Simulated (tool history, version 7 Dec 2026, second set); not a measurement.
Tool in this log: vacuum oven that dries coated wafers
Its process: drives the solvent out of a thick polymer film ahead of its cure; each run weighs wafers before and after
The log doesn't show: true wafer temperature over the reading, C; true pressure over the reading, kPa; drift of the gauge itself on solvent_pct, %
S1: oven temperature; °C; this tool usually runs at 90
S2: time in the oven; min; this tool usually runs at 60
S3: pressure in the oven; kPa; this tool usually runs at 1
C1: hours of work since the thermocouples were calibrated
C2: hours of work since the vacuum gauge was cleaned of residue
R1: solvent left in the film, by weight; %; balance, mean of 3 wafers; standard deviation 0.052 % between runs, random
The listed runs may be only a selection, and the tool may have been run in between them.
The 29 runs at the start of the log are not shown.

{"run": 30, "hour": 2362.4, "S1": 87, "S2": 98, "S3": 1, "C1": 677, "C2": 1533, "R1": 1.07}
{"run": 31, "hour": 2421.3, "S1": 94, "S2": 34, "S3": 0.61, "C1": 713, "C2": 1569, "R1": 1.6}
{"run": 32, "hour": 2465.7, "S1": 94, "S2": 34, "S3": 0.61, "C1": 740, "C2": 1597, "R1": 1.58}
{"run": 33, "hour": 2509.9, "S1": 94, "S2": 34, "S3": 0.61, "C1": 767, "C2": 1624, "R1": 1.52}
{"run": 34, "hour": 2605.9, "S1": 89, "S2": 83, "S3": 0.55, "C1": 827, "C2": 1683, "R1": 0.67}
{"run": 35, "hour": 2690.5, "S1": 81, "S2": 104, "S3": 1.34, "C1": 879, "C2": 1735, "R1": 2.06}
{"run": 36, "hour": 2743.2, "S1": 90, "S2": 89, "S3": 0.99, "C1": 911, "C2": 1768, "R1": 1}
{"run": 37, "hour": 2847.5, "S1": 103, "S2": 32, "S3": 1.75, "C1": 976, "C2": 1832, "R1": 1.38}
{"run": 38, "hour": 2937.0, "S1": 93, "S2": 55, "S3": 1, "C1": 1031, "C2": 1888, "R1": 1.24}
{"run": 39, "hour": 3020.2, "S1": 93, "S2": 37, "S3": 0.7, "C1": 1082, "C2": 1939, "R1": 1.6}
{"run": 40, "hour": 3070.8, "S1": 90, "S2": 87, "S3": 1, "C1": 1114, "C2": 1970, "R1": 1.05}
{"run": 41, "hour": 3155.4, "S1": 77, "S2": 60, "S3": 0.73, "C1": 1166, "C2": 2022, "R1": 3.07}
{"run": 42, "hour": 3235.7, "S1": 94, "S2": 75, "S3": 0.93, "C1": 1215, "C2": 2072, "R1": 0.84}
{"hour": 3253.5, "done": "vacuum gauge cleaned of residue and calibrated"}
{"run": 43, "hour": 3292.7, "S1": 89, "S2": 76, "S3": 0.84, "C1": 1250, "C2": 24, "R1": 0.95}
{"hour": 3303.5, "done": "oven's thermocouples calibrated"}
{"run": 44, "hour": 3351.8, "S1": 77, "S2": 50, "S3": 1.95, "C1": 30, "C2": 59, "R1": 4.92}
{"run": 45, "hour": 3401.3, "S1": 90, "S2": 57, "S3": 1, "C1": 60, "C2": 90, "R1": 1.37}
{"run": 46, "hour": 3504.6, "S1": 90, "S2": 35, "S3": 2.4, "C1": 124, "C2": 154, "R1": 3.54}

Branching from run 46: 3 alternative next runs. What would each branch give?
{"run": "A", "hour": 3550.2, "S1": 90, "S2": 40, "S3": 1, "C1": 152, "C2": 182, "R1": "?"}
{"run": "B", "hour": 3550.2, "S1": 76, "S2": 57, "S3": 2.4, "C1": 152, "C2": 182, "R1": "?"}
{"run": "C", "hour": 3550.2, "S1": 90, "S2": 35, "S3": 2.45, "C1": 152, "C2": 182, "R1": "?"}

run=A R1=1.91
run=B R1=5.47
run=C R1=3.38
The same runs, with their run-to-run variation unchanged, on a tool lacking any hidden condition would have given:
run=A R1=1.91
run=B R1=5.47
run=C R1=3.38
